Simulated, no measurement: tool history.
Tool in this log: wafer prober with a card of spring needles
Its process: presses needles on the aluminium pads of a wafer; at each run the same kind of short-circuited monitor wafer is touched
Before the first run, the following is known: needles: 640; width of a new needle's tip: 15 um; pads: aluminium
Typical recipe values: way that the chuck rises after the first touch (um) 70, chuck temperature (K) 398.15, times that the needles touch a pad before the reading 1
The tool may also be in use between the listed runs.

| run | day | way that the chuck rises after the first touch (um) | chuck temperature (K) | times that the needles touch a pad before the reading | resistance of one needle with its contact and lead (mohm) | way that a needle slides on the pad (um) |
|---|---|---|---|---|---|---|
| 1 | 0.000 | 70 | 398.15 | 1 | 292 | 10.00 |
|  | 0.071 | tips cleaned on abrasive film |
|  | 0.212 | tips cleaned on abrasive film |
|  | 0.392 | tips cleaned on abrasive film |
|  | 0.533 | tips cleaned on abrasive film |
| 2 | 0.625 | 70 | 398.15 | 1 | 299 | 10.00 |
|  | 0.696 | tips cleaned on abrasive film |
|  | 0.838 | tips cleaned on abrasive film |
|  | 1.012 | tips cleaned on abrasive film |
|  | 1.192 | tips cleaned on abrasive film |
|  | 1.367 | tips cleaned on abrasive film |
| 3 | 1.396 | 70 | 398.15 | 1 | 275 | 9.91 |
|  | 1.538 | tips cleaned on abrasive film |
|  | 1.712 | tips cleaned on abrasive film |
|  | 1.854 | tips cleaned on abrasive film |
|  | 2.029 | tips cleaned on abrasive film |
| 4 | 2.054 | 70 | 398.15 | 1 | 276 | 10.03 |
|  | 2.196 | tips cleaned on abrasive film |
|  | 2.375 | tips cleaned on abrasive film |
|  | 2.517 | tips cleaned on abrasive film |
| 5 | 2.546 | 70 | 398.15 | 1 | 278 | 9.90 |
|  | 2.688 | tips cleaned on abrasive film |
|  | 2.829 | tips cleaned on abrasive film |
|  | 2.971 | tips cleaned on abrasive film |
| 6 | 3.021 | 70 | 398.15 | 1 | 291 | 9.58 |
|  | 3.129 | tips cleaned on abrasive film |
|  | 3.304 | tips cleaned on abrasive film |
|  | 3.483 | tips cleaned on abrasive film |
|  | 3.658 | tips cleaned on abrasive film |
| 7 | 3.658 | 70 | 398.15 | 1 | 271 | 9.86 |
|  | 3.800 | tips cleaned on abrasive film |
|  | 3.942 | tips cleaned on abrasive film |
|  | 4.117 | tips cleaned on abrasive film |
|  | 4.296 | tips cleaned on abrasive film |
| 8 | 4.396 | 61 | 398.15 | 1 | 322 | 8.36 |
|  | 4.467 | tips cleaned on abrasive film |
|  | 4.608 | tips cleaned on abrasive film |
|  | 4.750 | tips cleaned on abrasive film |
|  | 4.892 | tips cleaned on abrasive film, once more |
| 9 | 4.971 | 61 | 398.15 | 1 | 309 | 8.27 |
|  | 5.042 | tips cleaned on abrasive film |
|  | 5.217 | tips cleaned on abrasive film |
|  | 5.396 | tips cleaned on abrasive film |
|  | 5.571 | tips cleaned on abrasive film |
| 10 | 5.617 | 70 | 398.15 | 1 | 286 | 9.48 |
|  | 5.721 | tips cleaned on abrasive film |
|  | 5.862 | tips cleaned on abrasive film |
|  | 5.979 | height of the first contact set anew |
|  | 6.054 | tips cleaned on abrasive film |
| 11 | 6.083 | 70 | 398.15 | 1 | 279 | 10.18 |
|  | 6.225 | tips cleaned on abrasive film |
|  | 6.367 | tips cleaned on abrasive film |
|  | 6.542 | tips cleaned on abrasive film |
|  | 6.721 | tips cleaned on abrasive film |
| 12 | 6.812 | 70 | 315.15 | 1 | 287 | 10.07 |
|  | 6.883 | tips cleaned on abrasive film |
|  | 7.058 | tips cleaned on abrasive film |
|  | 7.233 | tips cleaned on abrasive film |
| 13 | 7.358 | 70 | 315.15 | 1 | 303 | 9.91 |
|  | 7.396 | tips cleaned on abrasive film |
|  | 7.538 | tips cleaned on abrasive film |
|  | 7.679 | tips cleaned on abrasive film |
|  | 7.850 | tips cleaned on abrasive film |
| 14 | 7.850 | 70 | 315.15 | 1 | 249 | 10.01 |
|  | 8.025 | tips cleaned on abrasive film |
|  | 8.200 | tips cleaned on abrasive film |
|  | 8.342 | tips cleaned on abrasive film |
|  | 8.483 | tips cleaned on abrasive film |
| 15 | 8.604 | 70 | 315.15 | 1 | 297 | 9.79 |
|  | 8.642 | tips cleaned on abrasive film |
|  | 8.783 | tips cleaned on abrasive film |
|  | 8.958 | tips cleaned on abrasive film |
|  | 9.100 | tips cleaned on abrasive film |
| 16 | 9.129 | 70 | 315.15 | 1 | 260 | 9.84 |
|  | 9.267 | tips cleaned on abrasive film |
|  | 9.408 | tips cleaned on abrasive film |
|  | 9.550 | tips cleaned on abrasive film |
|  | 9.729 | tips cleaned on abrasive film |
| 17 | 9.862 | 70 | 315.15 | 1 | 305 | 9.50 |
|  | 9.900 | tips cleaned on abrasive film |
|  | 10.042 | tips cleaned on abrasive film |
|  | 10.217 | tips cleaned on abrasive film |
|  | 10.392 | tips cleaned on abrasive film |
|  | 10.533 | tips cleaned on abrasive film |
| 18 | 10.546 | 81 | 304.15 | 3 | 244 | 11.07 |

What will run 19 give?
|  | 10.688 | tips cleaned on abrasive film |
|  | 10.829 | tips cleaned on abrasive film |
|  | 11.008 | tips cleaned on abrasive film |
| 19 | 11.075 | 81 | 304.15 | 3 | ? | ? |

Run 19 yielded resistance of one needle with its contact and lead (mohm) 254, way that a needle slides on the pad (um) 11.16.
With no hidden state in the tool, this same run would have given resistance of one needle with its contact and lead (mohm) 241, way that a needle slides on the pad (um) 11.68.
